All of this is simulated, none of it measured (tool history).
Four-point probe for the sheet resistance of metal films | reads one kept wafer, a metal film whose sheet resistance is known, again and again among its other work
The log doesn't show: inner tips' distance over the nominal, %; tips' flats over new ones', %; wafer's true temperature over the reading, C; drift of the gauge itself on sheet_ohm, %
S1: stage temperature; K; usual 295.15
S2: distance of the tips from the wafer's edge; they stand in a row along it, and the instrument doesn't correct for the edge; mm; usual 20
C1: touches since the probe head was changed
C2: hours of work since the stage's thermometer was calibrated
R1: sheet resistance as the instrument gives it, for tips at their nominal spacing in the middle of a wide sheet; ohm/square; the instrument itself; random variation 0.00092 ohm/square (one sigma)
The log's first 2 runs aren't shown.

run 3 hour=67.4 | S1=295.15 S2=20 | C1=21405 C2=349 | R1=4.589051
run 4 hour=105.3 | S1=298.15 S2=20 | C1=22973 C2=369 | R1=4.602931
run 5 hour=128.6 | S1=298.15 S2=20 | C1=23934 C2=382 | R1=4.602840
run 6 hour=166.4 | S1=298.15 S2=20 | C1=25499 C2=402 | R1=4.601827
run 7 hour=201.1 | S1=302.15 S2=20 | C1=26932 C2=421 | R1=4.624064
run 8 hour=239.9 | S1=295.15 S2=20 | C1=28538 C2=442 | R1=4.587465
run 9 hour=258.6 | S1=298.15 S2=20 | C1=29312 C2=452 | R1=4.603177
run 10 hour=286.9 | S1=298.15 S2=20 | C1=30483 C2=467 | R1=4.604916
run 11 hour=315.4 | S1=294.15 S2=20 | C1=31661 C2=482 | R1=4.584893
run 12 hour=340.6 | S1=295.15 S2=20 | C1=32701 C2=496 | R1=4.588218
run 13 hour=369.7 | S1=295.15 S2=20 | C1=33907 C2=512 | R1=4.590431
run 14 hour=405.0 | S1=295.15 S2=6 | C1=35366 C2=530 | R1=4.605928
run 15 hour=423.0 | S1=295.15 S2=6 | C1=36111 C2=540 | R1=4.606759
run 16 hour=443.3 | S1=295.15 S2=20 | C1=36948 C2=551 | R1=4.590817
run 17 hour=461.9 | S1=295.15 S2=27 | C1=37720 C2=561 | R1=4.587681
run 18 hour=492.3 | S1=292.15 S2=20 | C1=38975 C2=577 | R1=4.574775
run 19 hour=516.7 | S1=306.15 S2=10 | C1=39986 C2=591 | R1=4.648005
run 20 hour=546.4 | S1=291.15 S2=7 | C1=41213 C2=607 | R1=4.581017
run 21 hour=571.0 | S1=302.15 S2=73 | C1=42230 C2=620 | R1=4.623928
run 22 hour=598.4 | S1=306.15 S2=12 | C1=43364 C2=635 | R1=4.645040
-- hour=601.3 stage's thermometer calibrated
run 23 hour=629.0 | S1=306.15 S2=12 | C1=44609 C2=15 | R1=4.643039
run 24 hour=649.2 | S1=306.15 S2=12 | C1=45445 C2=26 | R1=4.643765
run 25 hour=685.9 | S1=308.15 S2=18 | C1=46963 C2=46 | R1=4.650456
run 26 hour=721.5 | S1=296.15 S2=6 | C1=48435 C2=65 | R1=4.608800

Forecast run 27:
run 27 hour=752.2 | S1=300.15 S2=41 | C1=49703 C2=81 | R1=?

{"run 27": {"R1": 4.609947}}
Without the tool's hidden state the same run would have given R1 4.642975 ohm/square.

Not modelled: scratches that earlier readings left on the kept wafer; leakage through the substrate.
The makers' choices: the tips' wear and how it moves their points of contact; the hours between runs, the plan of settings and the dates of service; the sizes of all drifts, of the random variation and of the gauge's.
